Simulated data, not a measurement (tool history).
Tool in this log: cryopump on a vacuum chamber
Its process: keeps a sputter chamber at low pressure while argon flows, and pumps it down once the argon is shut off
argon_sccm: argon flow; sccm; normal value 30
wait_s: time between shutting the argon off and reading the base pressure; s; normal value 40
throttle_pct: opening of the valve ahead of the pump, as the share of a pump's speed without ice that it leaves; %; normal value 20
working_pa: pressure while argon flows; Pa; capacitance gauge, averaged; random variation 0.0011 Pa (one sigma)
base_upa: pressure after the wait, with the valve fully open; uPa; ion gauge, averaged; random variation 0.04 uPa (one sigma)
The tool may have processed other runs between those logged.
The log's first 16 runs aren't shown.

{"run": 17, "hour": 244.1, "argon_sccm": 30, "wait_s": 40, "throttle_pct": 20, "working_pa": 0.2615, "base_upa": 3.35}
{"run": 18, "hour": 257.9, "argon_sccm": 39, "wait_s": 40, "throttle_pct": 50, "working_pa": 0.1399, "base_upa": 3.44}
{"run": 19, "hour": 268.7, "argon_sccm": 55, "wait_s": 30, "throttle_pct": 48, "working_pa": 0.2029, "base_upa": 4.38}
{"run": 20, "hour": 280.4, "argon_sccm": 16, "wait_s": 45, "throttle_pct": 18, "working_pa": 0.1556, "base_upa": 3.07}
{"run": 21, "hour": 300.9, "argon_sccm": 54, "wait_s": 99, "throttle_pct": 17, "working_pa": 0.5506, "base_upa": 1.76}
{"run": 22, "hour": 314.7, "argon_sccm": 54, "wait_s": 99, "throttle_pct": 17, "working_pa": 0.5509, "base_upa": 1.86}
{"run": 23, "hour": 331.9, "argon_sccm": 13, "wait_s": 33, "throttle_pct": 23, "working_pa": 0.0986, "base_upa": 3.95}
{"run": 24, "hour": 352.5, "argon_sccm": 27, "wait_s": 35, "throttle_pct": 18, "working_pa": 0.261, "base_upa": 3.93}
{"hour": 365.8, "done": "leaking fittings of the chamber tightened, without venting"}
{"run": 25, "hour": 376.7, "argon_sccm": 27, "wait_s": 107, "throttle_pct": 18, "working_pa": 0.2611, "base_upa": 1.4}
{"run": 26, "hour": 399.3, "argon_sccm": 27, "wait_s": 107, "throttle_pct": 18, "working_pa": 0.2643, "base_upa": 1.37}
{"run": 27, "hour": 415.9, "argon_sccm": 15, "wait_s": 74, "throttle_pct": 55, "working_pa": 0.0494, "base_upa": 1.85}
{"run": 28, "hour": 439.4, "argon_sccm": 15, "wait_s": 226, "throttle_pct": 26, "working_pa": 0.1013, "base_upa": 0.91}
{"run": 29, "hour": 459.4, "argon_sccm": 15, "wait_s": 226, "throttle_pct": 26, "working_pa": 0.1022, "base_upa": 0.93}
{"run": 30, "hour": 469.3, "argon_sccm": 15, "wait_s": 128, "throttle_pct": 45, "working_pa": 0.0595, "base_upa": 1.25}
{"run": 31, "hour": 484.7, "argon_sccm": 15, "wait_s": 128, "throttle_pct": 45, "working_pa": 0.0604, "base_upa": 1.27}
{"run": 32, "hour": 497.2, "argon_sccm": 36, "wait_s": 128, "throttle_pct": 20, "working_pa": 0.3169, "base_upa": 1.25}
{"run": 33, "hour": 508.1, "argon_sccm": 36, "wait_s": 140, "throttle_pct": 25, "working_pa": 0.2526, "base_upa": 1.19}

Below are 4 alternative next runs, each starting from the tool's condition after run 33. Predict each:
{"run": "A", "hour": 520.5, "argon_sccm": 18, "wait_s": 31, "throttle_pct": 24, "working_pa": "?", "base_upa": "?"}
{"run": "B", "hour": 520.5, "argon_sccm": 57, "wait_s": 40, "throttle_pct": 56, "working_pa": "?", "base_upa": "?"}
{"run": "C", "hour": 520.5, "argon_sccm": 28, "wait_s": 272, "throttle_pct": 20, "working_pa": "?", "base_upa": "?"}
{"run": "D", "hour": 520.5, "argon_sccm": 55, "wait_s": 140, "throttle_pct": 25, "working_pa": "?", "base_upa": "?"}

run=A working_pa=0.1326 base_upa=3.92
run=B working_pa=0.1864 base_upa=3.13
run=C working_pa=0.2455 base_upa=0.8
run=D working_pa=0.3907 base_upa=1.17
Without the tool's hidden state the same runs would have given:
run=A working_pa=0.1288 base_upa=3.81
run=B working_pa=0.1744 base_upa=3.02
run=C working_pa=0.2396 base_upa=0.69
run=D working_pa=0.3792 base_upa=1.06
